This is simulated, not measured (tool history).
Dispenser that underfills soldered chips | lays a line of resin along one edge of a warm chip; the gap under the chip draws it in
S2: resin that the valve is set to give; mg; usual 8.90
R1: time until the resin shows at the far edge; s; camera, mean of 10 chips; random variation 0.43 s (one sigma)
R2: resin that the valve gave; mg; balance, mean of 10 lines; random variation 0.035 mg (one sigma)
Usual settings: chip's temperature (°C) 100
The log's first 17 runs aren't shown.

{"run": 18, "hour": 49.3, "chip's temperature (°C)": 100, "S2": 8.9, "R1": 44.9, "R2": 8.41}
{"hour": 52.8, "done": "new syringe of resin"}
{"run": 19, "hour": 53.2, "chip's temperature (°C)": 100, "S2": 8.9, "R1": 31.3, "R2": 8.48}
{"run": 20, "hour": 55.7, "chip's temperature (°C)": 104, "S2": 11.32, "R1": 30.6, "R2": 10.69}
{"run": 21, "hour": 59.6, "chip's temperature (°C)": 104, "S2": 11.32, "R1": 37.3, "R2": 10.67}
{"run": 22, "hour": 63.2, "chip's temperature (°C)": 100, "S2": 11.4, "R1": 49.1, "R2": 10.81}
{"hour": 64.8, "done": "new syringe of resin"}
{"run": 23, "hour": 65.4, "chip's temperature (°C)": 86, "S2": 9.55, "R1": 51.2, "R2": 9.04}
{"run": 24, "hour": 69.8, "chip's temperature (°C)": 94, "S2": 9.54, "R1": 47.4, "R2": 8.94}
{"run": 25, "hour": 73.9, "chip's temperature (°C)": 94, "S2": 9.54, "R1": 59.4, "R2": 8.91}

Run 26 comes next. What will it give?
{"hour": 76.7, "done": "new syringe of resin"}
{"run": 26, "hour": 78.5, "chip's temperature (°C)": 90, "S2": 8.53, "R1": "?", "R2": "?"}

R1: 48.1 s
R2: 7.96 mg
Without the tool's hidden state the same run would have given R1 42.2 s, R2 8.52 mg.

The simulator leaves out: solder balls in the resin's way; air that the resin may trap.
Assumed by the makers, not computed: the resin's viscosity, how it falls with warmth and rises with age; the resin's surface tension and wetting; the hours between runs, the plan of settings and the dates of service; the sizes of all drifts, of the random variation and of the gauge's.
